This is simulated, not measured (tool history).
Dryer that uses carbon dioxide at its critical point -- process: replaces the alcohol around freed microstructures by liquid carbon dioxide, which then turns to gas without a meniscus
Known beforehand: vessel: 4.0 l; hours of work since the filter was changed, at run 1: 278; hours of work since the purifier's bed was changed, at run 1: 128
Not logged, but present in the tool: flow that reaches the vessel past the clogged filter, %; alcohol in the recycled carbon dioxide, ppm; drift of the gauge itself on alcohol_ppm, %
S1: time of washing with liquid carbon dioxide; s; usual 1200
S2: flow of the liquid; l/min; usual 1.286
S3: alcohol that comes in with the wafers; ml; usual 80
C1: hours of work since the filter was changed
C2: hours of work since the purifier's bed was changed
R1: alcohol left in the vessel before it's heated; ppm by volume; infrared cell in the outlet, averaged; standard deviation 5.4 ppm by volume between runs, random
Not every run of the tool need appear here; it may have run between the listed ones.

run      day    S1     S2   S3   C1    C2    R1
  1        0  1200  1.286   80  278   128   232
  2    1.567  1200  1.286   80  299   149   241
  3    3.367  1200  1.286   80  322   172   252
  4    4.608  1200  1.286   80  338   188   257
  5      7.2  1200  1.286   80  372   222   282
  6    9.942  1200  1.286   80  407   257   288
  7   12.221  1200  1.286   80  436   286   311
  8   14.083  1200  1.286   80  461   311   309
  9   16.721  1200  1.286   80  495   345   332
 10     19.5  1200  1.286   80  531   381   363
      20.904  -- inlet filter changed
 11   22.546  1200  1.286   92   21   419   179
 12   25.362  1200  1.286   92   58   456   194
 13   28.158  1200  1.286   92   94   492   214
 14   31.158  1200  1.286   92  133   531   221
 15   32.629  1200  1.286   92  152   550   236
 16   34.633  1200  1.286   92  177   576   237
 17   36.946  1200  1.286   92  207   606   252
 18    38.55  1200  1.286   92  228   626   258
 19   39.892  1200  1.286   80  245   644   239
 20   42.646  1200  1.286   80  281   679   246
 21   44.525  1200  1.286   80  305   704   253
 22   46.462  1200  1.286   67  330   729   225
 23   49.133  1200    0.9   67  365   763   858
 24   50.904  1620  1.286   80  388   786    93
 25     53.4  1620  1.286   80  420   818   109
 26   55.971  1020   1.83   28  453   852    82
 27   58.171   840  1.286   92  482   880  1272
 28   60.112   840  1.286   92  507   905  1269
 29   62.558  1800   0.78   36  539   937   299
      63.383  -- inlet filter changed
 30   65.062  1440   1.32   78   22   969    94
 31   67.192  1200    2.1   27   49   996    64
 32   70.188  1500   1.01  118   88  1035   337
 33   72.038  1500   1.01  118  112  1059   348
 34   74.304  1500   1.01  118  141  1088   364
 35   76.179  1500   1.11  118  165  1112   264
 36     77.7   780   0.86   80  185  1132  2798
 37   80.662  1200    1.2   80  223  1170   337
      83.167  -- purifier's bed changed
 38   83.462  1200    1.2   80  258     4   304
 39   86.075   780   1.07   51  292    38  1182
 40   88.438   780   1.07   51  322    68  1156
 41   91.292   840   1.18   63  359   105   938
 42   94.071  1740  1.286   80  395   141    47
 43   96.896   960  1.286   24  432   178   194
 44   99.512  1200    0.9   95  465   211  1344
 45  102.288  1860   1.22   28  501   247    34
 46  105.242  1080   1.22   50  540   285   392

How would selected steps in R1 from run to run divide? Give the signed amount a tool lacking its hidden state would still show from settings, what came in and random variation, and the signed amount left for the hidden state, including any gauge scatter that is not in both of the compared results.
Run 26 -> 27: S1 1020 -> 840, S2 1.83 -> 1.286, S3 28 -> 92. R1 +1190 ppm by volume: hidden state +494, all else +696.
Run 35 -> 36: S1 1500 -> 780, S2 1.11 -> 0.86, S3 118 -> 80. R1 +2534 ppm by volume: hidden state +283, all else +2251.
Run 36 -> 37: S1 780 -> 1200, S2 0.86 -> 1.2. R1 -2461 ppm by volume: hidden state -249, all else -2212.
Run 43 -> 44: S1 960 -> 1200, S2 1.286 -> 0.9, S3 24 -> 95. R1 +1150 ppm by volume: hidden state +455, all else +695.
Run 44 -> 45: S1 1200 -> 1860, S2 0.9 -> 1.22, S3 95 -> 28. R1 -1310 ppm by volume: hidden state -521, all else -789.
